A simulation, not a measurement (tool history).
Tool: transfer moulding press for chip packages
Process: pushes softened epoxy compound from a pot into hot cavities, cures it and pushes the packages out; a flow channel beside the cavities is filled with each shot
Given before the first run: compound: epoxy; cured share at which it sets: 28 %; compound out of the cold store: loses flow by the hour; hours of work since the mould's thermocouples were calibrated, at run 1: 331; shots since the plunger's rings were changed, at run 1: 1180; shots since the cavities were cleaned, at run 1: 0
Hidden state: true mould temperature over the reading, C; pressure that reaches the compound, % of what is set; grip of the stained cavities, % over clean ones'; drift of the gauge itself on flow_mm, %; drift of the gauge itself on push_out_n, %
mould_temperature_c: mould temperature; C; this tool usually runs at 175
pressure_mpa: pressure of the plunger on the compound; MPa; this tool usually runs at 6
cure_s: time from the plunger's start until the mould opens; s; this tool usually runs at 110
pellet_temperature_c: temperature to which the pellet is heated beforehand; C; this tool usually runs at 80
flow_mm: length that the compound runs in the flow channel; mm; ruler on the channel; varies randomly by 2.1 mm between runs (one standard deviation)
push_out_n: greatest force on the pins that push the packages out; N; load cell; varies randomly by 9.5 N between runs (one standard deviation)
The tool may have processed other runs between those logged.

run   hour  mould_temperature_c  pressure_mpa  cure_s  pellet_temperature_c  hours of work since the mould's thermocouples were calibrated  shots since the plunger's rings were changed  shots since the cavities were cleaned  incoming compound's hours out of the cold store  flow_mm  push_out_n
  1      0                  175             6     110                    80                                                            331                                          1180                                      0                                             46.2      831         422
  2   47.9                  175             6     110                    80                                                            353                                          1514                                    334                                             42.4      845         622
        68  -- mould's thermocouples calibrated
  3   82.7                  175             6     110                    80                                                              7                                          1743                                    563                                             24.8      931         697
  4  110.8                  175             6     110                    86                                                             19                                          1939                                    759                                             42.8      842         745
     116.1  -- cavities cleaned with cleaning compound and waxed
  5  161.2                  175             6     110                    86                                                             42                                          2280                                    315                                             44.7      830         605
  6  209.2                  175             6     110                    80                                                             63                                          2614                                    649                                             16.7      966         740
     229.6  -- cavities cleaned with cleaning compound and waxed
  7  256.3                  175          7.21     110                    80                                                             84                                          2932                                    186                                             17.8     1051         573
  8    284                  175          7.21     110                    80                                                             97                                          3125                                    379                                             22.8     1019         659
  9  318.7                  177          4.73     144                    86                                                            113                                          3367                                    621                                             33.1      775         675
     346.9  -- cavities cleaned with cleaning compound and waxed
 10  357.3                  177          4.73     144                    86                                                            129                                          3626                                     73                                             21.9      821         449
 11  403.6                  175             6     145                    71                                                            150                                          3949                                    396                                               36      861         596
 12    447                  178          5.75     123                    80                                                            170                                          4251                                    698                                             32.6      847         676
     463.9  -- cavities cleaned with cleaning compound and waxed
 13  474.7                  178          5.75     123                    80                                                            182                                          4433                                     75                                             42.6      803         467

3 options for the next run, each taken on its own from the tool as it stands now. Forecast them:
  A  511.5                  173          6.02     127                    80                                                            199                                          4690                                    332                                             15.5        ?           ?
  B  511.5                  177             6     108                    89                                                            199                                          4690                                    332                                             18.9        ?           ?
  C  511.5                  170             6     110                    89                                                            199                                          4690                                    332                                               19        ?           ?

run  flow_mm  push_out_n
  A      967         581
  B      931         605
  C      949         748
Take away the tool's hidden state, keep each run's random variation, and the runs would have read:
run  flow_mm  push_out_n
  A     1004         396
  B      967         414
  C      986         516
